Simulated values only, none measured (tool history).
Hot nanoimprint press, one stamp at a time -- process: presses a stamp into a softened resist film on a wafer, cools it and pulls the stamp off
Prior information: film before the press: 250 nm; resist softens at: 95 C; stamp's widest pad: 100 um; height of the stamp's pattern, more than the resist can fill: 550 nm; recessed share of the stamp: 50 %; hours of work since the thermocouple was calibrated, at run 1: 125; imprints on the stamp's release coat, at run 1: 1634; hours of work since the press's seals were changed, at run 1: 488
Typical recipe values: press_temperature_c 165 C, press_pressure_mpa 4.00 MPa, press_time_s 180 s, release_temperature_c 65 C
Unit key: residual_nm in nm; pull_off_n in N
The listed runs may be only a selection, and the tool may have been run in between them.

| run | hour | press_temperature_c | press_pressure_mpa | press_time_s | release_temperature_c | hours of work since the thermocouple was calibrated | imprints on the stamp's release coat | hours of work since the press's seals were changed | residual_nm | pull_off_n |
|---|---|---|---|---|---|---|---|---|---|---|
| 1 | 0.0 | 165 | 4.00 | 180 | 65 | 125 | 1634 | 488 | 90.0 | 116 |
|  | 10.4 | stamp cleaned and given a new release coat |
| 2 | 57.6 | 165 | 4.00 | 180 | 65 | 151 | 160 | 515 | 90.3 | 112 |
| 3 | 120.1 | 165 | 4.00 | 180 | 65 | 184 | 372 | 548 | 90.1 | 113 |
| 4 | 167.0 | 165 | 4.00 | 180 | 65 | 208 | 531 | 572 | 89.2 | 114 |
| 5 | 208.1 | 165 | 4.00 | 180 | 65 | 230 | 670 | 594 | 90.3 | 110 |
| 6 | 233.9 | 165 | 4.00 | 180 | 65 | 243 | 757 | 607 | 90.7 | 110 |
| 7 | 287.9 | 163 | 4.00 | 180 | 65 | 271 | 940 | 635 | 101.2 | 115 |
| 8 | 320.6 | 165 | 4.00 | 209 | 65 | 288 | 1051 | 652 | 84.4 | 110 |
| 9 | 382.3 | 165 | 4.00 | 180 | 51 | 320 | 1260 | 684 | 90.4 | 157 |
| 10 | 440.5 | 165 | 4.00 | 180 | 51 | 351 | 1457 | 715 | 88.9 | 154 |
| 11 | 473.0 | 165 | 4.00 | 180 | 51 | 368 | 1567 | 731 | 89.9 | 157 |
|  | 500.7 | stamp cleaned and given a new release coat |
| 12 | 525.5 | 173 | 4.00 | 180 | 51 | 392 | 84 | 756 | 58.3 | 155 |
| 13 | 560.4 | 173 | 4.00 | 180 | 51 | 410 | 202 | 774 | 57.7 | 153 |
| 14 | 614.5 | 173 | 4.00 | 315 | 51 | 438 | 385 | 802 | 44.4 | 157 |
| 15 | 665.0 | 164 | 4.61 | 180 | 65 | 464 | 556 | 828 | 88.5 | 113 |
| 16 | 718.8 | 166 | 4.00 | 147 | 65 | 492 | 738 | 856 | 92.6 | 111 |
| 17 | 778.8 | 166 | 3.26 | 147 | 64 | 523 | 941 | 887 | 101.9 | 118 |
| 18 | 806.4 | 165 | 4.00 | 221 | 71 | 538 | 1035 | 902 | 82.2 | 91 |
|  | 825.6 | plate thermocouple calibrated |
| 19 | 867.6 | 166 | 2.83 | 180 | 65 | 22 | 1232 | 932 | 99.2 | 117 |
| 20 | 927.7 | 165 | 5.95 | 180 | 65 | 53 | 1436 | 963 | 73.3 | 111 |
| 21 | 969.9 | 165 | 5.95 | 180 | 65 | 75 | 1578 | 985 | 72.8 | 116 |
|  | 994.6 | stamp cleaned and given a new release coat |
| 22 | 1003.3 | 171 | 4.00 | 180 | 65 | 89 | 30 | 1000 | 64.4 | 114 |
| 23 | 1039.3 | 162 | 4.74 | 153 | 65 | 108 | 151 | 1018 | 104.8 | 113 |
| 24 | 1068.4 | 165 | 4.00 | 238 | 65 | 123 | 250 | 1033 | 78.8 | 114 |
| 25 | 1120.2 | 165 | 4.00 | 238 | 72 | 150 | 425 | 1060 | 79.2 | 92 |
| 26 | 1145.8 | 154 | 4.59 | 235 | 62 | 163 | 512 | 1074 | 141.1 | 124 |
| 27 | 1197.6 | 154 | 4.59 | 146 | 62 | 190 | 687 | 1101 | 163.3 | 120 |

Hidden condition of the tool, last listed run before each entry between runs versus first listed run after:
Runs 1 to 2: stamp cleaned and given a new release coat (hour 10.4)
  grip of the stamp's worn release coat, % over a new coat's: 0.6 -> 0.1
Runs 11 to 12: stamp cleaned and given a new release coat (hour 500.7)
  grip of the stamp's worn release coat, % over a new coat's: 0.5 -> 0
Runs 18 to 19: plate thermocouple calibrated (hour 825.6)
  true temperature over the reading, C: -0.04 -> 0; pressure that arrives at the usual setting, %: 99.92 -> 99.91
Runs 21 to 22: stamp cleaned and given a new release coat (hour 994.6)
  grip of the stamp's worn release coat, % over a new coat's: 0.5 -> 0
